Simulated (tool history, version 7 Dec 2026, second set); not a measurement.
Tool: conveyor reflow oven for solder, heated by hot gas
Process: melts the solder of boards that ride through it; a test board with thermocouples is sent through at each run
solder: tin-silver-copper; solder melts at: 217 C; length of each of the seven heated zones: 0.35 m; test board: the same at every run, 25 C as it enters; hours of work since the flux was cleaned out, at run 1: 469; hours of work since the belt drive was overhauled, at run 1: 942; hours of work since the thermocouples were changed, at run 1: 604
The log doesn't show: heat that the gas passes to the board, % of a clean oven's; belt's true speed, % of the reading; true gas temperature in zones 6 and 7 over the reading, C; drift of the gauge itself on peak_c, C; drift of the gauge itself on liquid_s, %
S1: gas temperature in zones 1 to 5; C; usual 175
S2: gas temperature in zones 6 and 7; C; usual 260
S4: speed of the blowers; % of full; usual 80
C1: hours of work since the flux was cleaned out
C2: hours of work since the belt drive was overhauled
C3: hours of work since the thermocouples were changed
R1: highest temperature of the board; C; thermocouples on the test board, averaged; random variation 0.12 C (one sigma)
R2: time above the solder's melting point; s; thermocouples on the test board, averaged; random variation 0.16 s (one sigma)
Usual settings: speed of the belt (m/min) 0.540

{"run": 1, "day": 0.0, "S1": 175, "S2": 260, "speed of the belt (m/min)": 0.54, "S4": 80, "C1": 469, "C2": 942, "C3": 604, "R1": 242.7, "R2": 49.3}
{"day": 1.954, "done": "flux residue cleaned out of gas plates and filters"}
{"run": 2, "day": 2.162, "S1": 175, "S2": 260, "speed of the belt (m/min)": 0.49, "S4": 80, "C1": 2, "C2": 961, "C3": 623, "R1": 245.6, "R2": 59.2}
{"run": 3, "day": 4.562, "S1": 175, "S2": 260, "speed of the belt (m/min)": 0.49, "S4": 80, "C1": 26, "C2": 985, "C3": 647, "R1": 245.8, "R2": 58.9}
{"run": 4, "day": 6.183, "S1": 175, "S2": 260, "speed of the belt (m/min)": 0.49, "S4": 80, "C1": 42, "C2": 1001, "C3": 663, "R1": 245.7, "R2": 59.2}
{"day": 7.046, "done": "belt drive overhauled, speed set with a stopwatch"}
{"day": 7.933, "done": "thermocouples of zones 6 and 7 changed"}
{"run": 5, "day": 9.021, "S1": 175, "S2": 270, "speed of the belt (m/min)": 0.54, "S4": 80, "C1": 67, "C2": 19, "C3": 11, "R1": 251.0, "R2": 56.8}
{"run": 6, "day": 10.575, "S1": 175, "S2": 270, "speed of the belt (m/min)": 0.54, "S4": 80, "C1": 83, "C2": 34, "C3": 26, "R1": 251.0, "R2": 56.8}
{"run": 7, "day": 12.312, "S1": 175, "S2": 260, "speed of the belt (m/min)": 0.54, "S4": 80, "C1": 100, "C2": 51, "C3": 43, "R1": 242.7, "R2": 49.6}
{"run": 8, "day": 14.854, "S1": 169, "S2": 257, "speed of the belt (m/min)": 0.54, "S4": 80, "C1": 125, "C2": 76, "C3": 68, "R1": 239.0, "R2": 43.8}
{"run": 9, "day": 16.958, "S1": 173, "S2": 257, "speed of the belt (m/min)": 0.588, "S4": 80, "C1": 146, "C2": 97, "C3": 89, "R1": 237.3, "R2": 38.5}
{"run": 10, "day": 18.233, "S1": 173, "S2": 257, "speed of the belt (m/min)": 0.588, "S4": 80, "C1": 159, "C2": 110, "C3": 102, "R1": 237.4, "R2": 38.3}
{"run": 11, "day": 20.004, "S1": 175, "S2": 254, "speed of the belt (m/min)": 0.535, "S4": 88, "C1": 176, "C2": 127, "C3": 119, "R1": 240.0, "R2": 48.7}
{"run": 12, "day": 21.967, "S1": 185, "S2": 254, "speed of the belt (m/min)": 0.582, "S4": 80, "C1": 196, "C2": 147, "C3": 139, "R1": 237.8, "R2": 44.4}
{"run": 13, "day": 23.962, "S1": 184, "S2": 257, "speed of the belt (m/min)": 0.501, "S4": 80, "C1": 215, "C2": 167, "C3": 159, "R1": 244.1, "R2": 60.2}
{"run": 14, "day": 25.025, "S1": 184, "S2": 257, "speed of the belt (m/min)": 0.501, "S4": 80, "C1": 226, "C2": 177, "C3": 169, "R1": 244.2, "R2": 60.2}

Forecast each of these 3 alternatives for the next run:
{"run": "A", "day": 27.229, "S1": 175, "S2": 261, "speed of the belt (m/min)": 0.449, "S4": 68, "C1": 248, "C2": 199, "C3": 191, "R1": "?", "R2": "?"}
{"run": "B", "day": 27.229, "S1": 188, "S2": 263, "speed of the belt (m/min)": 0.486, "S4": 80, "C1": 248, "C2": 199, "C3": 191, "R1": "?", "R2": "?"}
{"run": "C", "day": 27.229, "S1": 184, "S2": 257, "speed of the belt (m/min)": 0.443, "S4": 80, "C1": 248, "C2": 199, "C3": 191, "R1": "?", "R2": "?"}

run=A R1=245.8 R2=64.2
run=B R1=250.8 R2=69.9
run=C R1=246.8 R2=72.6
Without the tool's hidden state the same runs would have given:
run=A R1=245.8 R2=64.2
run=B R1=250.8 R2=69.9
run=C R1=246.8 R2=72.6
